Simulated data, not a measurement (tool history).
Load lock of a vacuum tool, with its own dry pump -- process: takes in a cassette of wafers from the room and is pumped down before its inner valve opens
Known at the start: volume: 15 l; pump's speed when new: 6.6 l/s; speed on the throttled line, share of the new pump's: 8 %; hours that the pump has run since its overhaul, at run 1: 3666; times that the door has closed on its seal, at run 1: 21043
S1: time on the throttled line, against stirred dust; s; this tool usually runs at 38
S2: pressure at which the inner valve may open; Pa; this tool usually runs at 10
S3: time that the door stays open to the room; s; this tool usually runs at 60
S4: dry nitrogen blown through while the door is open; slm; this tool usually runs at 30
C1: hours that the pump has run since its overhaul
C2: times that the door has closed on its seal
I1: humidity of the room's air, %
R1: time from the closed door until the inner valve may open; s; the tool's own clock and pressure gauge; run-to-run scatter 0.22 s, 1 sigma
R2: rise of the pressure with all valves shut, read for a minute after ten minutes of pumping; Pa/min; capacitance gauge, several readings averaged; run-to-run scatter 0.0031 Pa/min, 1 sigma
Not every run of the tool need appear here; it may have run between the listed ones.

run	hour	S1	S2	S3	S4	C1	C2	I1	R1	R2
1	0.0	38	10	60	30	3666	21043	47.6	57.4	0.444
2	52.7	38	10	60	30	3718	21254	46.4	57.4	0.448
3	109.4	38	10	60	30	3775	21481	45.9	57.6	0.452
4	189.8	38	10	60	30	3855	21803	46.2	57.9	0.463
5	244.5	38	14	60	30	3910	22022	47.9	56.5	0.462
6	304.2	38	14	60	30	3970	22261	47.5	57.0	0.468
7	356.7	38	14	60	30	4022	22471	46.7	56.7	0.470
8	433.6	26	14	60	30	4099	22779	47.5	45.7	0.493
9	519.7	29	8	60	30	4185	23123	45.7	50.5	0.504
10	568.9	33	10	70	30	4234	23320	39.7	52.9	0.509
11	610.4	33	10	70	30	4276	23486	42.9	52.8	0.510
12	653.8	24	10	70	6	4319	23660	43.4	45.3	0.551
13	694.3	24	10	70	6	4360	23822	44.9	45.2	0.553
14	767.8	38	13	60	10	4433	24116	41.7	57.0	0.547
15	834.7	38	13	60	10	4500	24384	41.9	56.9	0.562
16	875.1	38	13	36	7	4541	24546	45.2	57.0	0.572

The same runs without the tool's hidden state, with the same run-to-run variation:
Unlogged tool condition in this case: pump's speed, % of a new pump's; leak at the door's seal, Pa l/s; drift of the gauge itself on ready_s, %; drift of the gauge itself on rise_pa_min, %.
run	R1	R2
1	56.0	0.059
2	56.0	0.065
3	56.2	0.062
4	56.4	0.063
5	55.1	0.062
6	55.6	0.056
7	55.3	0.058
8	44.1	0.063
9	48.7	0.063
10	51.3	0.061
11	51.1	0.055
12	43.5	0.102
13	43.4	0.101
14	55.3	0.083
15	55.2	0.088
16	55.3	0.084

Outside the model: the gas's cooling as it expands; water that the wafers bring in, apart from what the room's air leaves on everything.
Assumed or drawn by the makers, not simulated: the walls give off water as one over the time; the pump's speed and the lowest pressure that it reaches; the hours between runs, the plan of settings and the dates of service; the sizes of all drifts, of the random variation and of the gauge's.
